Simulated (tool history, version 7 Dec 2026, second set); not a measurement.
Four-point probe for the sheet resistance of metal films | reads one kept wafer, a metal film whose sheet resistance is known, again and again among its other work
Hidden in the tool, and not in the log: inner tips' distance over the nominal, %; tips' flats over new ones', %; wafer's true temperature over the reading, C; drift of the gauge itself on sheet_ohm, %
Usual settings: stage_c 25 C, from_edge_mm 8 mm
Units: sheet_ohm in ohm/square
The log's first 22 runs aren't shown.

run   hour  stage_c  from_edge_mm  touches since the probe head was changed  hours of work since the stage's thermometer was calibrated  sheet_ohm
 23  379.5       24             8                                     45053                                                          39   0.706805
 24  390.3       24             8                                     45490                                                          45   0.707027
 25    410       21             6                                     46288                                                          56   0.711669
 26  424.6       22            67                                     46880                                                          65   0.700853
 27  435.7       22            67                                     47329                                                          71   0.701063
     454.6  -- stage's thermometer calibrated, once more
 28  460.1       29            26                                     48296                                                           3   0.699846
 29  484.2       30            14                                     49274                                                          17   0.701097
 30    503       34            73                                     50032                                                          28     0.6985
 31  526.8       34            73                                     50999                                                          42   0.698288
 32  539.4       34             4                                     51510                                                          49   0.720867
 33  553.9       22            45                                     52094                                                          58   0.700472
 34  571.7       34            59                                     52817                                                          68   0.698389
 35    586       34            59                                     53395                                                          76   0.698547
 36  603.3       20            16                                     54097                                                          86   0.701886
 37  621.9       28            30                                     54848                                                          97   0.699718
 38    638       20             6                                     55500                                                         106   0.710557
 39  650.8       20             6                                     56021                                                         114   0.710835

Run 40 comes next. What will it give?
 40  671.5       20             6                                     56860                                                         126          ?

{"run 40": {"sheet_ohm": 0.71078}}
Without the tool's hidden state the same run would have given sheet_ohm 0.712157 ohm/square.

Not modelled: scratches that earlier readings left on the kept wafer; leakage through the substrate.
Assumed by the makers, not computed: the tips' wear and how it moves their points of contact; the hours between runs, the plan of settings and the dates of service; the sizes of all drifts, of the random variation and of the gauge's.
